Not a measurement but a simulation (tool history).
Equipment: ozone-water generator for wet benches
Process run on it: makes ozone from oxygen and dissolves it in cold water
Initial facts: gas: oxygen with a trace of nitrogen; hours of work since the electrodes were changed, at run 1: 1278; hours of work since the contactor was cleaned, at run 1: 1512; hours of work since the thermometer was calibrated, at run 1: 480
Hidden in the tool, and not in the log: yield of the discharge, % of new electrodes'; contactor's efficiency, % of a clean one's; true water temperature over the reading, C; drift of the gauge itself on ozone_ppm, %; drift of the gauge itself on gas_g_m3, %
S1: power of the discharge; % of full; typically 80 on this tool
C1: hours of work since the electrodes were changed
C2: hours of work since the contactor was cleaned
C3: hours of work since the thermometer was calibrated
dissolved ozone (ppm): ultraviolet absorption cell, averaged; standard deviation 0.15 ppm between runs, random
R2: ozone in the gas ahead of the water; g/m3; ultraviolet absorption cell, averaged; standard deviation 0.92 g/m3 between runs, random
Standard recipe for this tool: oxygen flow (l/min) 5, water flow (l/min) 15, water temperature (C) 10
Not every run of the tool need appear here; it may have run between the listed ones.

run 1 hour=0 | S1=80 oxygen_flow_(l/min)=5 water_flow_(l/min)=15 water_temperature_(C)=10 | C1=1278 C2=1512 C3=480 | dissolved_ozone_(ppm)=18 R2=147.9
run 2 hour=34.1 | S1=80 oxygen_flow_(l/min)=5 water_flow_(l/min)=15 water_temperature_(C)=10 | C1=1307 C2=1541 C3=509 | dissolved_ozone_(ppm)=17.8 R2=148.5
run 3 hour=86.8 | S1=80 oxygen_flow_(l/min)=5 water_flow_(l/min)=15 water_temperature_(C)=12 | C1=1352 C2=1586 C3=554 | dissolved_ozone_(ppm)=17.3 R2=148.6
run 4 hour=115 | S1=80 oxygen_flow_(l/min)=5 water_flow_(l/min)=15 water_temperature_(C)=12 | C1=1376 C2=1610 C3=578 | dissolved_ozone_(ppm)=17.6 R2=147
run 5 hour=179.9 | S1=80 oxygen_flow_(l/min)=5 water_flow_(l/min)=14 water_temperature_(C)=10 | C1=1431 C2=1665 C3=633 | dissolved_ozone_(ppm)=18.9 R2=147.9
run 6 hour=236.6 | S1=80 oxygen_flow_(l/min)=5 water_flow_(l/min)=14 water_temperature_(C)=10 | C1=1479 C2=1713 C3=682 | dissolved_ozone_(ppm)=19.1 R2=145.8
run 7 hour=291 | S1=80 oxygen_flow_(l/min)=5 water_flow_(l/min)=14 water_temperature_(C)=10 | C1=1526 C2=1760 C3=728 | dissolved_ozone_(ppm)=18.8 R2=147.4
run 8 hour=353.8 | S1=80 oxygen_flow_(l/min)=4.35 water_flow_(l/min)=15 water_temperature_(C)=10 | C1=1579 C2=1813 C3=781 | dissolved_ozone_(ppm)=17.1 R2=154.5
run 9 hour=416.9 | S1=80 oxygen_flow_(l/min)=2.77 water_flow_(l/min)=15 water_temperature_(C)=10 | C1=1633 C2=1867 C3=835 | dissolved_ozone_(ppm)=14.8 R2=179.3
run 10 hour=477.7 | S1=80 oxygen_flow_(l/min)=2.77 water_flow_(l/min)=15 water_temperature_(C)=10 | C1=1685 C2=1919 C3=887 | dissolved_ozone_(ppm)=15 R2=177
run 11 hour=512.6 | S1=77 oxygen_flow_(l/min)=5 water_flow_(l/min)=15 water_temperature_(C)=10 | C1=1714 C2=1948 C3=917 | dissolved_ozone_(ppm)=17.3 R2=142.9
run 12 hour=570 | S1=80 oxygen_flow_(l/min)=5 water_flow_(l/min)=15 water_temperature_(C)=9 | C1=1763 C2=1997 C3=965 | dissolved_ozone_(ppm)=18 R2=146.7
run 13 hour=607.3 | S1=80 oxygen_flow_(l/min)=5 water_flow_(l/min)=15 water_temperature_(C)=9 | C1=1795 C2=2029 C3=997 | dissolved_ozone_(ppm)=17.8 R2=145.1
run 14 hour=657.3 | S1=80 oxygen_flow_(l/min)=6.05 water_flow_(l/min)=15 water_temperature_(C)=10 | C1=1838 C2=2072 C3=1040 | dissolved_ozone_(ppm)=18.3 R2=136.1
run 15 hour=713 | S1=80 oxygen_flow_(l/min)=5 water_flow_(l/min)=16 water_temperature_(C)=10 | C1=1885 C2=2119 C3=1087 | dissolved_ozone_(ppm)=16.6 R2=145.6
run 16 hour=764.2 | S1=80 oxygen_flow_(l/min)=5 water_flow_(l/min)=16 water_temperature_(C)=10 | C1=1929 C2=2163 C3=1131 | dissolved_ozone_(ppm)=16.6 R2=144.9
run 17 hour=822.1 | S1=80 oxygen_flow_(l/min)=5 water_flow_(l/min)=16 water_temperature_(C)=10 | C1=1978 C2=2212 C3=1180 | dissolved_ozone_(ppm)=16.4 R2=145.3
run 18 hour=878.5 | S1=80 oxygen_flow_(l/min)=4.04 water_flow_(l/min)=18 water_temperature_(C)=6 | C1=2026 C2=2260 C3=1228 | dissolved_ozone_(ppm)=14.4 R2=156.9
run 19 hour=943.3 | S1=63 oxygen_flow_(l/min)=4.22 water_flow_(l/min)=18 water_temperature_(C)=7 | C1=2081 C2=2315 C3=1283 | dissolved_ozone_(ppm)=13 R2=136.6
run 20 hour=1001.9 | S1=84 oxygen_flow_(l/min)=5 water_flow_(l/min)=15 water_temperature_(C)=6 | C1=2131 C2=2365 C3=1333 | dissolved_ozone_(ppm)=19 R2=148.1
run 21 hour=1041.9 | S1=47 oxygen_flow_(l/min)=5 water_flow_(l/min)=15 water_temperature_(C)=6 | C1=2165 C2=2399 C3=1367 | dissolved_ozone_(ppm)=13.8 R2=109.5

For run 22, what comes out?
run 22 hour=1087.4 | S1=47 oxygen_flow_(l/min)=5 water_flow_(l/min)=15 water_temperature_(C)=6 | C1=2204 C2=2438 C3=1406 | dissolved_ozone_(ppm)=? R2=?

{"run 22": {"dissolved ozone (ppm)": 13.9, "R2": 109.4}}
With the hidden condition absent and the run-to-run variation left alone, this run would have shown dissolved ozone (ppm) 15.4, R2 115 g/m3.
